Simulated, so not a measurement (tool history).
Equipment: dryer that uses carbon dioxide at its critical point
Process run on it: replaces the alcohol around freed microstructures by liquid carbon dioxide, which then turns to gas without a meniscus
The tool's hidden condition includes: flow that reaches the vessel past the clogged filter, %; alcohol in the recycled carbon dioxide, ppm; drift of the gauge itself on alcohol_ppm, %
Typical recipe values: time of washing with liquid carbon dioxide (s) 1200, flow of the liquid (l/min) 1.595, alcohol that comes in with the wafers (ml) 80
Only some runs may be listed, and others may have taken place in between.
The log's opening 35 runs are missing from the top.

run,hour,time of washing with liquid carbon dioxide (s),flow of the liquid (l/min),alcohol that comes in with the wafers (ml),hours of work since the filter was changed,hours of work since the purifier's bed was changed,alcohol left in the vessel before it's heated (ppm by volume)
36,297.7,1560,2.660,62,195,156,34
37,310.4,1200,1.595,37,200,160,95
38,319.9,1200,2.530,80,203,164,38
39,326.3,1560,1.400,34,206,167,62
40,337.6,1560,1.400,34,210,171,78
41,349.4,1560,1.400,34,215,175,58
42,358.1,1560,1.400,34,218,179,80
43,370.1,1560,1.400,78,223,183,105
44,376.8,1560,1.400,41,225,186,79
45,382.9,1440,1.640,97,227,188,103
46,392.6,1620,0.990,23,231,192,136
47,399.5,1620,0.990,23,234,194,135

Below are 4 alternative next runs, each starting from the tool's condition after run 47. Predict each:
A,406.3,960,0.990,35,236,197,?
B,406.3,1200,2.260,27,236,197,?
C,406.3,1620,1.100,23,236,197,?
D,406.3,1620,0.990,23,236,197,?

run,alcohol left in the vessel before it's heated (ppm by volume)
A,854
B,48
C,97
D,150
Take away the tool's hidden state, keep each run's random variation, and the runs would have read:
run,alcohol left in the vessel before it's heated (ppm by volume)
A,573
B,10
C,31
D,69
